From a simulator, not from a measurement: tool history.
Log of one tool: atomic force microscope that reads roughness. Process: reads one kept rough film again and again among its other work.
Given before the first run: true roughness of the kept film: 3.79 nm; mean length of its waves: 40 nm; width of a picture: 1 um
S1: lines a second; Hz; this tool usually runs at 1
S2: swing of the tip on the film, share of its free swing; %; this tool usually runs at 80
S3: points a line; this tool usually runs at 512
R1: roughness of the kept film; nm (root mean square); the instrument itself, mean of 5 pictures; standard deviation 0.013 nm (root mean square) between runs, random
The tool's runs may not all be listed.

run   hour    S1  S2   S3     R1
  1      0     1  80  512  2.693
       1.5  -- new tip fitted
  2   25.1     1  80  654  2.976
  3     37     1  64  654  2.986
        58  -- new tip fitted
  4     58     1  64  654  3.321
  5   68.5     1  64  654  3.225
  6   91.3  2.44  64  654  2.884
  7    108     1  80  776  2.784
     114.3  -- new tip fitted
  8  118.8     1  80  776  3.133
  9  131.3     1  80  776  3.025
 10  145.2     1  80  776  2.953
 11  160.4     1  80  776  2.811
     171.4  -- new tip fitted
 12  181.2  3.09  80  368  2.679
 13  198.4     1  60  392  3.093
 14  212.7   0.6  80  512  2.879
     228.5  -- new tip fitted
 15    229   0.8  74  512  3.267
 16  254.2   0.6  62  733  3.157
 17  278.5  0.51  62  751   2.94
     284.8  -- new tip fitted
 18  290.5     1  78  512  3.109
 19  305.8  1.04  57  456  3.105

Here are 3 independent what-if runs from the current tool condition. What would each one return?
  A   328   2.6  75  727   ?
  B   328     1  82  512   ?
  C   328  1.55  80  581   ?

run     R1
  A  2.632
  B  2.765
  C  2.697
With the hidden condition removed and each run's random variation left untouched, the same runs would have given:
run     R1
  A  3.032
  B  3.187
  C  3.107

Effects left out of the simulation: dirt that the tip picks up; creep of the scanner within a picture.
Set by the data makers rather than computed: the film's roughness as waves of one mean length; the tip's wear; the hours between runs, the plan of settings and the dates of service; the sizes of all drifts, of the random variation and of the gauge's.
